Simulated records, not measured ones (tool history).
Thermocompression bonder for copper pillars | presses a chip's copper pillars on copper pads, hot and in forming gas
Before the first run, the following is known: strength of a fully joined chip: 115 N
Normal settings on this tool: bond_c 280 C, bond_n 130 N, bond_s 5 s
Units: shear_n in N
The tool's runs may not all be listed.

Run 1, day 0.000: usual settings. Result: shear_n 73.5 N.
At day 1.008: forming gas filter changed.
Run 2, day 1.112: usual settings. Result: shear_n 73.9 N.
Run 3, day 1.992: usual settings. Result: shear_n 74.1 N.
Run 4, day 3.088: usual settings. Result: shear_n 73.7 N.
Run 5, day 3.871: usual settings but bond_n 138 N. Result: shear_n 79.4 N.
Run 6, day 4.812: usual settings but bond_c 302 C, bond_n 138 N. Result: shear_n 87.7 N.
Run 7, day 5.662: usual settings but bond_c 302 C, bond_n 138 N. Result: shear_n 87.1 N.
Run 8, day 6.175: usual settings but bond_c 305 C. Result: shear_n 84.3 N.
Run 9, day 6.867: usual settings but bond_c 305 C. Result: shear_n 85.2 N.
Run 10, day 7.679: usual settings but bond_s 14 s. Result: shear_n 95.4 N.
Run 11, day 8.583: usual settings. Result: shear_n 72.7 N.
Run 12, day 9.675: usual settings. Result: shear_n 73.1 N.
Run 13, day 10.558: usual settings. Result: shear_n 73.4 N.
Run 14, day 11.483: usual settings but bond_n 179 N. Result: shear_n 89.8 N.
Run 15, day 12.008: usual settings but bond_n 179 N. Result: shear_n 87.5 N.
Run 16, day 12.896: usual settings. Result: shear_n 72.7 N.
Run 17, day 13.717: usual settings. Result: shear_n 73.1 N.
Run 18, day 14.704: usual settings. Result: shear_n 73.5 N.
Run 19, day 15.583: usual settings. Result: shear_n 74.2 N.
Run 20, day 16.454: usual settings. Result: shear_n 71.7 N.
Run 21, day 16.988: usual settings. Result: shear_n 74.6 N.
Run 22, day 17.958: usual settings but bond_c 300 C, bond_s 7 s. Result: shear_n 90.0 N.
Run 23, day 18.833: usual settings but bond_c 300 C, bond_s 7 s. Result: shear_n 90.7 N.
Run 24, day 19.946: usual settings but bond_c 279 C, bond_n 167 N. Result: shear_n 86.8 N.
Run 25, day 20.838: usual settings but bond_c 290 C, bond_n 123 N. Result: shear_n 76.2 N.
Run 26, day 21.938: usual settings but bond_c 264 C, bond_n 173 N, bond_s 11 s. Result: shear_n 96.5 N.
Run 27, day 22.542: usual settings but bond_c 264 C, bond_n 173 N, bond_s 11 s. Result: shear_n 94.9 N.
At day 23.408: forming gas filter changed.
Run 28, day 23.592: usual settings but bond_c 264 C, bond_n 173 N. Result: shear_n 79.8 N.
Run 29, day 24.567: usual settings but bond_c 283 C, bond_n 171 N, bond_s 7 s. Result: shear_n 93.0 N.
Run 30, day 25.292: usual settings but bond_n 135 N. Result: shear_n 75.0 N.
Run 31, day 26.433: usual settings but bond_c 306 C, bond_s 3 s. Result: shear_n 74.7 N.
At day 26.617: heater calibrated with a thermocouple chip.
Run 32, day 27.321: usual settings but bond_c 262 C, bond_s 9 s. Result: shear_n 77.2 N.
Run 33, day 28.308: usual settings but bond_c 262 C, bond_s 9 s. Result: shear_n 78.1 N.
Run 34, day 29.258: usual settings but bond_c 306 C, bond_n 151 N, bond_s 4 s. Result: shear_n 88.9 N.
Run 35, day 30.354: usual settings but bond_c 309 C, bond_n 87 N, bond_s 10 s. Result: shear_n 82.3 N.
Run 36, day 31.383: usual settings but bond_c 261 C, bond_n 134 N, bond_s 4 s. Result: shear_n 62.1 N.
Run 37, day 31.917: usual settings but bond_c 262 C, bond_n 163 N. Result: shear_n 76.2 N.
Run 38, day 32.500: usual settings but bond_c 277 C, bond_n 129 N, bond_s 12 s. Result: shear_n 88.4 N.
Run 39, day 33.033: usual settings but bond_c 306 C, bond_n 124 N, bond_s 6 s. Result: shear_n 88.3 N.

Alternative continuations, all from the tool just after run 39; predict every row:
Run A, day 33.546: usual settings but bond_c 307 C, bond_n 92 N. Result: shear_n ?.
Run B, day 33.546: usual settings but bond_s 4 s. Result: shear_n ?.
Run C, day 33.546: usual settings but bond_c 271 C, bond_n 173 N. Result: shear_n ?.
Run D, day 33.546: usual settings but bond_c 256 C, bond_n 182 N, bond_s 7 s. Result: shear_n ?.

run  shear_n
  A     69.3
  B     69.4
  C     83.0
  D     84.5
Stripped of hidden state, with their random variation kept, the same runs would have yielded:
run  shear_n
  A     69.5
  B     69.6
  C     83.2
  D     84.7

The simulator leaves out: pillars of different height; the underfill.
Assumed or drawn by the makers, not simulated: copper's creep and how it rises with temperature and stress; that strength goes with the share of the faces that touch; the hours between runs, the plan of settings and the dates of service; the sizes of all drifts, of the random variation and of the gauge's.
